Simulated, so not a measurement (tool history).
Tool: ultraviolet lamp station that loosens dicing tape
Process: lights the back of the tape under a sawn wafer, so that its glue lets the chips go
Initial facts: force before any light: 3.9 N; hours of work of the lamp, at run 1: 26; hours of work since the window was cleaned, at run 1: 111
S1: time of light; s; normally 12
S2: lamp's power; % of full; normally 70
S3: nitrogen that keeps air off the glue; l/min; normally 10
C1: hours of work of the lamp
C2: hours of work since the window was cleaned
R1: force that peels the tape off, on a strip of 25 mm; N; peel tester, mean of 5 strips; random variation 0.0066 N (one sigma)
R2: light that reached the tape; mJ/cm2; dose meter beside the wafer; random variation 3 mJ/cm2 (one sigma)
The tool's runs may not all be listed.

run 1 hour=0 | S1=12 S2=70 S3=10 | C1=26 C2=111 | R1=0.249 R2=428
run 2 hour=29.4 | S1=12 S2=70 S3=10 | C1=47 C2=132 | R1=0.248 R2=410
run 3 hour=58.1 | S1=12 S2=70 S3=10 | C1=68 C2=153 | R1=0.244 R2=413
run 4 hour=88.6 | S1=12 S2=70 S3=10 | C1=90 C2=175 | R1=0.257 R2=402
run 5 hour=108.6 | S1=12 S2=70 S3=10 | C1=104 C2=189 | R1=0.273 R2=397
run 6 hour=131.1 | S1=8 S2=70 S3=10 | C1=120 C2=206 | R1=0.55 R2=264
run 7 hour=153.7 | S1=8 S2=70 S3=10 | C1=136 C2=222 | R1=0.572 R2=259
run 8 hour=173.5 | S1=17 S2=87 S3=10 | C1=151 C2=236 | R1=0.125 R2=673
-- hour=176.3 window cleaned of glue's vapour
run 9 hour=191.8 | S1=15 S2=76 S3=4 | C1=164 C2=11 | R1=0.35 R2=507
run 10 hour=210.7 | S1=11 S2=60 S3=8 | C1=177 C2=25 | R1=0.57 R2=291
run 11 hour=241.6 | S1=6 S2=68 S3=16 | C1=199 C2=47 | R1=0.811 R2=179
run 12 hour=260 | S1=6 S2=64 S3=9 | C1=213 C2=60 | R1=1.129 R2=170
run 13 hour=289 | S1=6 S2=68 S3=8 | C1=234 C2=81 | R1=1.164 R2=169

Hidden condition of the tool, last listed run before each entry between runs versus first listed run after:
After run 8, before run 9: window cleaned of glue's vapour (hour 176.3)
  lamp's light, % of a new lamp's: 96.3 -> 96; light that the window lets through, % of a clean one's: 89 -> 86.8
  measured less the result without the state, R1: +0.009 -> +0.101 N; R2: -112 -> -102 mJ/cm2

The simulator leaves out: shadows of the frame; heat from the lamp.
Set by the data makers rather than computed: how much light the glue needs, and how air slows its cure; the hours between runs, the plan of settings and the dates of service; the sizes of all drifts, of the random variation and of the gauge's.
